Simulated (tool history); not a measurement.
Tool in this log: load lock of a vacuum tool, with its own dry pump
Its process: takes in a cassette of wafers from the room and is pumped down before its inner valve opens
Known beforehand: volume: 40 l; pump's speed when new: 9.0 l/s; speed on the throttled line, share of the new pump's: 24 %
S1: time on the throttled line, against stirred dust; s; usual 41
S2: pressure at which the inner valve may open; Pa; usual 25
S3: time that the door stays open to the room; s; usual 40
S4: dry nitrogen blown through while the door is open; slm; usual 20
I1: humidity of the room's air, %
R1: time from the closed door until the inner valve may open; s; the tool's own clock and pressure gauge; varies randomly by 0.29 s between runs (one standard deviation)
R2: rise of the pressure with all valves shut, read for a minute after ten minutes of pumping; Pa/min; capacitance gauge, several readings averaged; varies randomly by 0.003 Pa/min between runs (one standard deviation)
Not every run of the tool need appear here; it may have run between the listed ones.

run 1 hour=0.0 | S1=41 S2=25 S3=40 S4=20 | I1=44.1 | R1=70.4 R2=0.174
run 2 hour=224.9 | S1=41 S2=25 S3=40 S4=20 | I1=45.2 | R1=70.3 R2=0.188
run 3 hour=376.3 | S1=41 S2=25 S3=40 S4=20 | I1=46.0 | R1=69.9 R2=0.199
run 4 hour=543.4 | S1=41 S2=25 S3=40 S4=20 | I1=43.4 | R1=69.9 R2=0.191
run 5 hour=763.9 | S1=41 S2=25 S3=40 S4=20 | I1=43.7 | R1=70.1 R2=0.200
run 6 hour=952.2 | S1=41 S2=25 S3=82 S4=20 | I1=45.1 | R1=70.6 R2=0.219
run 7 hour=1178.1 | S1=41 S2=25 S3=82 S4=20 | I1=44.8 | R1=70.8 R2=0.220
run 8 hour=1401.3 | S1=41 S2=25 S3=45 S4=20 | I1=43.5 | R1=71.2 R2=0.216
run 9 hour=1593.1 | S1=41 S2=25 S3=45 S4=20 | I1=42.9 | R1=71.5 R2=0.225
run 10 hour=1737.4 | S1=41 S2=25 S3=45 S4=20 | I1=47.6 | R1=70.6 R2=0.232
run 11 hour=1885.5 | S1=41 S2=25 S3=45 S4=20 | I1=42.3 | R1=71.3 R2=0.231
run 12 hour=2012.9 | S1=41 S2=25 S3=45 S4=20 | I1=47.3 | R1=70.3 R2=0.236
run 13 hour=2143.4 | S1=28 S2=24 S3=40 S4=20 | I1=45.2 | R1=61.6 R2=0.240
run 14 hour=2313.3 | S1=28 S2=24 S3=40 S4=20 | I1=46.3 | R1=61.4 R2=0.240

Consider 4 possible next runs. They are alternatives, not a sequence: every one starts from the tool as it was left by run 14. What does each give?
run A hour=2498.1 | S1=80 S2=20 S3=40 S4=20 | I1=44.8 | R1=? R2=?
run B hour=2498.1 | S1=41 S2=24 S3=40 S4=20 | I1=42.4 | R1=? R2=?
run C hour=2498.1 | S1=41 S2=25 S3=40 S4=44 | I1=41.3 | R1=? R2=?
run D hour=2498.1 | S1=28 S2=24 S3=40 S4=34 | I1=43.0 | R1=? R2=?

run=A R1=100.6 R2=0.243
run=B R1=70.9 R2=0.243
run=C R1=71.2 R2=0.233
run=D R1=61.6 R2=0.244
With the hidden condition removed and each run's random variation left untouched, the same runs would have given:
run=A R1=98.6 R2=0.023
run=B R1=68.0 R2=0.022
run=C R1=68.3 R2=0.015
run=D R1=58.6 R2=0.018

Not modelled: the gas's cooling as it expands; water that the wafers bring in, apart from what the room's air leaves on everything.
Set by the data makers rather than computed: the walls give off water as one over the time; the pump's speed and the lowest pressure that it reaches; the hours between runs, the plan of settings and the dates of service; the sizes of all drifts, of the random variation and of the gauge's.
